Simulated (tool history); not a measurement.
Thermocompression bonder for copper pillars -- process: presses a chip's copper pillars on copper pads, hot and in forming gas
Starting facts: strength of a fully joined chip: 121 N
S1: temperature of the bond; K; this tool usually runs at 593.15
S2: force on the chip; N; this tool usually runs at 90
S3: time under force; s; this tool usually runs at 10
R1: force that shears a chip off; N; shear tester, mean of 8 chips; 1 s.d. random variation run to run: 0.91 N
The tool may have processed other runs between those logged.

run  hour      S1   S2  S3    R1
  1     0  593.15   90  10  68.8
  2   8.2  593.15   90  10  68.4
  3  12.6  593.15   90  19    82
  4  19.9  593.15   90  19    83
  5  24.2  593.15   90  19  83.7
     26.3  -- force cell calibrated
  6  31.2  593.15   90  19  81.9
  7  39.7  593.15   90  19    83
  8  44.7  593.15   90  19    83
  9  51.7  593.15   90  19  83.8
 10  58.8  583.15   79   5  42.9
     66.8  -- force cell calibrated, once more
 11  67.3  583.15   79   5  44.6
 12  76.4  583.15   67   6  40.5
 13  84.1  590.15  113  27  92.1
 14  88.3  607.15   80  27  91.2
     90.1  -- forming gas filter changed
 15  95.8  594.15   74  10  66.9

Per-run results on a tool with no hidden state, each run keeping its own random variation:
The tool's hidden condition here consists of: true temperature of the bond over the reading, C; force that reaches the chip, % of what is set; oxide that the forming gas leaves, % of the face; drift of the gauge itself on shear_n, %.
run     R1
  1   77.3
  2   77.1
  3   91.7
  4     93
  5   93.8
  6   91.9
  7   93.4
  8   93.4
  9   94.6
 10   49.8
 11   51.8
 12   47.3
 13    104
 14  103.2
 15   70.4
